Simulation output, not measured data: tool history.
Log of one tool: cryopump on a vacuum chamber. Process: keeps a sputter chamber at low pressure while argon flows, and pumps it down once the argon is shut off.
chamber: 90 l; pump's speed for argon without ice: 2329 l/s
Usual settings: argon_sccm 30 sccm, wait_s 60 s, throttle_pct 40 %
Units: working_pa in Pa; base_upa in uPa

run   hour  argon_sccm  wait_s  throttle_pct  working_pa  base_upa
  1      0          30      60            40       0.063      1.59
  2     49          30      60            40      0.0642      1.61
      59.5  -- pump warmed up, emptied and cooled again
  3  130.1          30      60            40      0.0556       1.5
  4  169.6          30      60            40      0.0555      1.47
  5  245.2          30      60            40      0.0569       1.5
  6  288.5          30      60            40      0.0562      1.54
  7  341.6          30      60            40      0.0585      1.61
  8  390.6          30      60            36      0.0652       1.6
  9  441.4          57      24            37      0.1249      3.08
 10  506.8          57      24            37       0.127       3.2
 11  575.4          16     219            43      0.0316      0.92
     603.9  -- pump warmed up, emptied and cooled again
 12  644.8          34      23            43      0.0582      3.13
 13  694.2          34      23            43      0.0592      3.15
 14  772.2          37      60            40      0.0699      1.58
 15  837.3          37      60            40      0.0705      1.61
 16    902          37      60            40      0.0732       1.6

5 ways to go on from here, each from the tool as it stands after run 16. What would each give?
  A  971.5          15      38            17           ?         ?
  B  971.5          30      90            40           ?         ?
  C  971.5          51      49            29           ?         ?
  D  971.5          26      60            25           ?         ?
  E  971.5          30      60            38           ?         ?

run  working_pa  base_upa
  A      0.0681      2.22
  B      0.0599      1.33
  C      0.1389       1.9
  D      0.0811      1.68
  E      0.0631      1.67
Without the tool's hidden state the same runs would have given:
run  working_pa  base_upa
  A      0.0651       1.7
  B       0.054       0.8
  C      0.1288      1.36
  D      0.0759      1.15
  E      0.0571      1.15
